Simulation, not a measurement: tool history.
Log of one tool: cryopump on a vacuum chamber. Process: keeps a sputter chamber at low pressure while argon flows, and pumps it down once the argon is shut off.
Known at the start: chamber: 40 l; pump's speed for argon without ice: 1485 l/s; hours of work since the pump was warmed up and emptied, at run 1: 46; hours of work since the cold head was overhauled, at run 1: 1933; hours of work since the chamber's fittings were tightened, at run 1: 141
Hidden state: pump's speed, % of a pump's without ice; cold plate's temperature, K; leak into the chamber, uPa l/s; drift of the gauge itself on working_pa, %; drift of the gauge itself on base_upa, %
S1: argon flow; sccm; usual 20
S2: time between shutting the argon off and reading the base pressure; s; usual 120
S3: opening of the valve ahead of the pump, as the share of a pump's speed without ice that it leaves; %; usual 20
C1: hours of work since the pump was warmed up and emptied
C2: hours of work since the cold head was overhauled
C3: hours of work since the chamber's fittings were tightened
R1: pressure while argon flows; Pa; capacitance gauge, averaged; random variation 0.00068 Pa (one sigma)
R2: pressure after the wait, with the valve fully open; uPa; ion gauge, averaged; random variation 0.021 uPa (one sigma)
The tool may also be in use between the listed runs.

Run 1, hour 0.0: usual settings; C1 46; C2 1933; C3 141. Result: R1 0.1139 Pa, R2 0.67 uPa.
Run 2, hour 68.4: usual settings; C1 92; C2 1978; C3 187. Result: R1 0.1143 Pa, R2 0.70 uPa.
Run 3, hour 173.0: usual settings; C1 161; C2 2048; C3 256. Result: R1 0.1154 Pa, R2 0.83 uPa.
Run 4, hour 255.9: usual settings but S2 96 s; C1 216; C2 2102; C3 311. Result: R1 0.1162 Pa, R2 0.97 uPa.
Run 5, hour 349.5: usual settings but S2 60 s; C1 277; C2 2164; C3 372. Result: R1 0.1169 Pa, R2 1.26 uPa.
Run 6, hour 458.1: usual settings but S3 21 %; C1 349; C2 2236; C3 444. Result: R1 0.1122 Pa, R2 1.09 uPa.
Run 7, hour 515.6: usual settings but S1 12 sccm, S2 96 s, S3 39 %; C1 387; C2 2274; C3 482. Result: R1 0.0380 Pa, R2 1.19 uPa.
Run 8, hour 615.9: usual settings but S1 35 sccm, S2 59 s, S3 39 %; C1 454; C2 2340; C3 549. Result: R1 0.1107 Pa, R2 1.52 uPa.
Run 9, hour 702.6: usual settings but S1 35 sccm, S2 59 s, S3 39 %; C1 511; C2 2398; C3 606. Result: R1 0.1133 Pa, R2 1.64 uPa.

Run 10 comes next. What will it give?
Run 10, hour 820.6: usual settings but S3 32 %; C1 589; C2 2476; C3 684. Result: R1 ?, R2 ?.

Run 10 gave R1 0.0773 Pa, R2 1.55 uPa.
Without the tool's hidden state the same run would have given R1 0.0702 Pa, R2 0.45 uPa.
